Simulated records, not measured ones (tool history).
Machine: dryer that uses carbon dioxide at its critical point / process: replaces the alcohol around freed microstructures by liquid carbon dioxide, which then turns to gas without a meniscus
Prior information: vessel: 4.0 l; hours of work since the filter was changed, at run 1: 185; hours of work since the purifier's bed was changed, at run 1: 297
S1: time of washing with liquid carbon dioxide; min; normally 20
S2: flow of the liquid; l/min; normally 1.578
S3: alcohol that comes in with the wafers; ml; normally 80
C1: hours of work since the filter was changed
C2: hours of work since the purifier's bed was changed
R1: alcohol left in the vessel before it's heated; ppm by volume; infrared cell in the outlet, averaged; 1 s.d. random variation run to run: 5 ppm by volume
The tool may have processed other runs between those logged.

run   hour  S1     S2   S3   C1   C2   R1
  1    0.0  20  1.578   80  185  297  111
  2    9.9  20  1.578   80  192  304  109
  3   25.9  20  1.578   80  203  315  114
  4   36.0  20  1.578   80  210  322  115
  5   50.5  20  1.578   80  220  332  116
  6   62.8  32  1.578   80  229  341   45
  7   82.7  19  1.578   80  242  355  143
  8  100.3  15  1.578   65  255  367  279
  9  112.1  15  1.578   65  263  375  296
 10  131.2  15  2.460   20  276  389   65
 11  149.8  21  1.690   22  289  402   72
 12  160.4  21  1.070  105  296  409  578
 13  181.8  18  1.600   40  311  424  126

Branching from run 13: 5 alternative next runs. What would each branch give?
  A  193.2  19  1.400  45  319  432   ?
  B  193.2  18  1.040  26  319  432   ?
  C  193.2  27  2.180  80  319  432   ?
  D  193.2  29  1.410  31  319  432   ?
  E  193.2  21  1.600  40  319  432   ?

run   R1
  A  173
  B  318
  C   59
  D   77
  E   91
Take away the tool's hidden state, keep each run's random variation, and the runs would have read:
run   R1
  A   68
  B  179
  C    0
  D    8
  E   15
